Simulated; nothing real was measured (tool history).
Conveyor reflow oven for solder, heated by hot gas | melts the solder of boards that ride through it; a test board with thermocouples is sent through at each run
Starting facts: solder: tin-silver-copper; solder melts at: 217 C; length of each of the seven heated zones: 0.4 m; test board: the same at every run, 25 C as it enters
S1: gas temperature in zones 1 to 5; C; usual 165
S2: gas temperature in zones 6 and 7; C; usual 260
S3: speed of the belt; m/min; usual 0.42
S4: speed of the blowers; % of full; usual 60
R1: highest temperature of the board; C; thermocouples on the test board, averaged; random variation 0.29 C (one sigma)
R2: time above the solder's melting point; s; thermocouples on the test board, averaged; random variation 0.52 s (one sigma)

| run | hour | S1 | S2 | S3 | S4 | R1 | R2 |
|---|---|---|---|---|---|---|---|
| 1 | 0 | 165 | 260 | 0.42 | 60 | 237.2 | 57.2 |
| 2 | 14.1 | 165 | 260 | 0.42 | 60 | 236.9 | 56.6 |
| 3 | 25.1 | 165 | 260 | 0.42 | 60 | 236.8 | 57.9 |
| 4 | 38.3 | 165 | 260 | 0.42 | 60 | 237.1 | 56.6 |
| 5 | 49.9 | 165 | 260 | 0.42 | 60 | 236.7 | 56.5 |
| 6 | 60.2 | 165 | 260 | 0.361 | 60 | 242.5 | 78.7 |
| 7 | 77.6 | 165 | 260 | 0.42 | 60 | 236.8 | 57.4 |
| 8 | 87 | 165 | 260 | 0.42 | 60 | 236.9 | 56.7 |
| 9 | 97.9 | 165 | 260 | 0.483 | 60 | 231.2 | 36.6 |
| 10 | 116.5 | 174 | 260 | 0.42 | 60 | 238.9 | 64.4 |
| 11 | 130.7 | 174 | 260 | 0.42 | 60 | 238.6 | 63.8 |
| 12 | 142.9 | 174 | 260 | 0.42 | 60 | 239 | 63.9 |
| 13 | 162.5 | 174 | 260 | 0.42 | 60 | 237.9 | 64.9 |
| 14 | 178.6 | 174 | 260 | 0.42 | 60 | 239 | 64.7 |
| 15 | 187 | 153 | 251 | 0.42 | 60 | 226.7 | 29.3 |
| 16 | 197 | 161 | 269 | 0.42 | 60 | 243 | 63.4 |
| 17 | 213.7 | 161 | 269 | 0.42 | 60 | 242.3 | 63.8 |

Estimate the outcome of run 18 from the log above:
| 18 | 229.1 | 161 | 269 | 0.418 | 83 | ? | ? |

{"run 18": {"R1": 250.6, "R2": 77.8}}
Were there no unlogged condition in the tool, this run, its random variation unchanged, would have produced R1 252.2 C, R2 79.8 s.
